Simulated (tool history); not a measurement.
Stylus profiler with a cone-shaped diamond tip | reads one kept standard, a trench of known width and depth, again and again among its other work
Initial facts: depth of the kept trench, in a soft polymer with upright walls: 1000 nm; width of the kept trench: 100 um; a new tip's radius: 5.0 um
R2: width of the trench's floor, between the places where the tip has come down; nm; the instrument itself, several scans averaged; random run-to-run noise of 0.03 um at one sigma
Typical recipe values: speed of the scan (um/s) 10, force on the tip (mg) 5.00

run 1 hour=0.0 | speed_of_the_scan_(um/s)=10 force_on_the_tip_(mg)=5.00 | depth_of_the_trench_(Å)=10130.2 R2=93020
run 2 hour=34.4 | speed_of_the_scan_(um/s)=4 force_on_the_tip_(mg)=5.00 | depth_of_the_trench_(Å)=10133.9 R2=92990
run 3 hour=59.3 | speed_of_the_scan_(um/s)=4 force_on_the_tip_(mg)=5.00 | depth_of_the_trench_(Å)=10133.4 R2=92970
run 4 hour=97.6 | speed_of_the_scan_(um/s)=10 force_on_the_tip_(mg)=5.00 | depth_of_the_trench_(Å)=10131.5 R2=92900
run 5 hour=120.9 | speed_of_the_scan_(um/s)=10 force_on_the_tip_(mg)=5.00 | depth_of_the_trench_(Å)=10133.5 R2=92770
run 6 hour=158.3 | speed_of_the_scan_(um/s)=10 force_on_the_tip_(mg)=2.30 | depth_of_the_trench_(Å)=10082.7 R2=92770
run 7 hour=187.0 | speed_of_the_scan_(um/s)=10 force_on_the_tip_(mg)=2.30 | depth_of_the_trench_(Å)=10082.7 R2=92710
run 8 hour=211.5 | speed_of_the_scan_(um/s)=10 force_on_the_tip_(mg)=2.30 | depth_of_the_trench_(Å)=10083.9 R2=92650
run 9 hour=241.2 | speed_of_the_scan_(um/s)=10 force_on_the_tip_(mg)=2.30 | depth_of_the_trench_(Å)=10082.9 R2=92610
run 10 hour=258.3 | speed_of_the_scan_(um/s)=10 force_on_the_tip_(mg)=3.41 | depth_of_the_trench_(Å)=10104.1 R2=92620
run 11 hour=282.9 | speed_of_the_scan_(um/s)=10 force_on_the_tip_(mg)=3.41 | depth_of_the_trench_(Å)=10107.9 R2=92560
run 12 hour=301.3 | speed_of_the_scan_(um/s)=10 force_on_the_tip_(mg)=14.70 | depth_of_the_trench_(Å)=10267.6 R2=92560
run 13 hour=328.7 | speed_of_the_scan_(um/s)=16 force_on_the_tip_(mg)=14.70 | depth_of_the_trench_(Å)=10269.0 R2=92540
run 14 hour=360.4 | speed_of_the_scan_(um/s)=16 force_on_the_tip_(mg)=14.70 | depth_of_the_trench_(Å)=10267.2 R2=92580
run 15 hour=388.4 | speed_of_the_scan_(um/s)=16 force_on_the_tip_(mg)=14.70 | depth_of_the_trench_(Å)=10265.6 R2=92390
run 16 hour=423.1 | speed_of_the_scan_(um/s)=16 force_on_the_tip_(mg)=14.70 | depth_of_the_trench_(Å)=10268.8 R2=92350
-- hour=426.0 height scale calibrated on a step standard
run 17 hour=458.9 | speed_of_the_scan_(um/s)=16 force_on_the_tip_(mg)=14.70 | depth_of_the_trench_(Å)=10273.8 R2=92360
run 18 hour=481.2 | speed_of_the_scan_(um/s)=16 force_on_the_tip_(mg)=14.70 | depth_of_the_trench_(Å)=10272.9 R2=92300
run 19 hour=519.1 | speed_of_the_scan_(um/s)=16 force_on_the_tip_(mg)=14.70 | depth_of_the_trench_(Å)=10274.8 R2=92240
-- hour=526.3 height scale calibrated on a step standard, once more
run 20 hour=553.2 | speed_of_the_scan_(um/s)=10 force_on_the_tip_(mg)=5.00 | depth_of_the_trench_(Å)=10123.0 R2=92220
run 21 hour=580.4 | speed_of_the_scan_(um/s)=10 force_on_the_tip_(mg)=5.00 | depth_of_the_trench_(Å)=10124.1 R2=92190
run 22 hour=610.2 | speed_of_the_scan_(um/s)=10 force_on_the_tip_(mg)=5.00 | depth_of_the_trench_(Å)=10123.9 R2=92100
run 23 hour=645.0 | speed_of_the_scan_(um/s)=10 force_on_the_tip_(mg)=5.00 | depth_of_the_trench_(Å)=10127.3 R2=92090
run 24 hour=677.6 | speed_of_the_scan_(um/s)=10 force_on_the_tip_(mg)=5.00 | depth_of_the_trench_(Å)=10123.6 R2=92020
run 25 hour=705.6 | speed_of_the_scan_(um/s)=10 force_on_the_tip_(mg)=5.00 | depth_of_the_trench_(Å)=10124.8 R2=91990
run 26 hour=724.1 | speed_of_the_scan_(um/s)=10 force_on_the_tip_(mg)=5.00 | depth_of_the_trench_(Å)=10125.6 R2=91950
run 27 hour=740.2 | speed_of_the_scan_(um/s)=10 force_on_the_tip_(mg)=9.98 | depth_of_the_trench_(Å)=10199.7 R2=91920
run 28 hour=764.8 | speed_of_the_scan_(um/s)=13 force_on_the_tip_(mg)=2.32 | depth_of_the_trench_(Å)=10075.1 R2=91870
run 29 hour=789.4 | speed_of_the_scan_(um/s)=13 force_on_the_tip_(mg)=2.32 | depth_of_the_trench_(Å)=10074.4 R2=91840
run 30 hour=819.4 | speed_of_the_scan_(um/s)=13 force_on_the_tip_(mg)=2.32 | depth_of_the_trench_(Å)=10074.7 R2=91820
run 31 hour=856.7 | speed_of_the_scan_(um/s)=8 force_on_the_tip_(mg)=2.16 | depth_of_the_trench_(Å)=10072.0 R2=91750
run 32 hour=887.4 | speed_of_the_scan_(um/s)=33 force_on_the_tip_(mg)=8.72 | depth_of_the_trench_(Å)=10181.8 R2=91680
run 33 hour=912.8 | speed_of_the_scan_(um/s)=22 force_on_the_tip_(mg)=4.70 | depth_of_the_trench_(Å)=10121.0 R2=91730
run 34 hour=941.0 | speed_of_the_scan_(um/s)=3 force_on_the_tip_(mg)=14.71 | depth_of_the_trench_(Å)=10257.9 R2=91670
run 35 hour=967.7 | speed_of_the_scan_(um/s)=3 force_on_the_tip_(mg)=14.71 | depth_of_the_trench_(Å)=10258.3 R2=91710
run 36 hour=1005.2 | speed_of_the_scan_(um/s)=6 force_on_the_tip_(mg)=5.38 | depth_of_the_trench_(Å)=10133.3 R2=91580
run 37 hour=1023.2 | speed_of_the_scan_(um/s)=3 force_on_the_tip_(mg)=5.07 | depth_of_the_trench_(Å)=10125.7 R2=91580
run 38 hour=1055.3 | speed_of_the_scan_(um/s)=13 force_on_the_tip_(mg)=1.94 | depth_of_the_trench_(Å)=10068.1 R2=91510
run 39 hour=1089.4 | speed_of_the_scan_(um/s)=13 force_on_the_tip_(mg)=1.94 | depth_of_the_trench_(Å)=10067.9 R2=91380
run 40 hour=1126.3 | speed_of_the_scan_(um/s)=10 force_on_the_tip_(mg)=3.26 | depth_of_the_trench_(Å)=10096.1 R2=91380
run 41 hour=1158.2 | speed_of_the_scan_(um/s)=10 force_on_the_tip_(mg)=3.26 | depth_of_the_trench_(Å)=10096.0 R2=91360
run 42 hour=1184.7 | speed_of_the_scan_(um/s)=9 force_on_the_tip_(mg)=2.27 | depth_of_the_trench_(Å)=10077.2 R2=91330
run 43 hour=1220.6 | speed_of_the_scan_(um/s)=20 force_on_the_tip_(mg)=2.69 | depth_of_the_trench_(Å)=10086.4 R2=91260
run 44 hour=1245.0 | speed_of_the_scan_(um/s)=17 force_on_the_tip_(mg)=4.20 | depth_of_the_trench_(Å)=10115.1 R2=91250
run 45 hour=1276.7 | speed_of_the_scan_(um/s)=17 force_on_the_tip_(mg)=6.61 | depth_of_the_trench_(Å)=10152.7 R2=91260
run 46 hour=1308.3 | speed_of_the_scan_(um/s)=25 force_on_the_tip_(mg)=3.11 | depth_of_the_trench_(Å)=10096.1 R2=91130
run 47 hour=1326.4 | speed_of_the_scan_(um/s)=25 force_on_the_tip_(mg)=1.74 | depth_of_the_trench_(Å)=10065.8 R2=91060

Consider 3 possible next runs. They are alternatives, not a sequence: every one starts from the tool as it was left by run 47. What does each give?
run A hour=1364.5 | speed_of_the_scan_(um/s)=2 force_on_the_tip_(mg)=2.19 | depth_of_the_trench_(Å)=? R2=?
run B hour=1364.5 | speed_of_the_scan_(um/s)=19 force_on_the_tip_(mg)=13.94 | depth_of_the_trench_(Å)=? R2=?
run C hour=1364.5 | speed_of_the_scan_(um/s)=4 force_on_the_tip_(mg)=7.54 | depth_of_the_trench_(Å)=? R2=?

run=A depth_of_the_trench_(Å)=10074.5 R2=91120
run=B depth_of_the_trench_(Å)=10252.3 R2=91110
run=C depth_of_the_trench_(Å)=10167.6 R2=91170
The same runs, with their run-to-run variation unchanged, on a tool lacking any hidden condition would have given:
run=A depth_of_the_trench_(Å)=10070.4 R2=93960
run=B depth_of_the_trench_(Å)=10248.2 R2=93950
run=C depth_of_the_trench_(Å)=10163.5 R2=94010

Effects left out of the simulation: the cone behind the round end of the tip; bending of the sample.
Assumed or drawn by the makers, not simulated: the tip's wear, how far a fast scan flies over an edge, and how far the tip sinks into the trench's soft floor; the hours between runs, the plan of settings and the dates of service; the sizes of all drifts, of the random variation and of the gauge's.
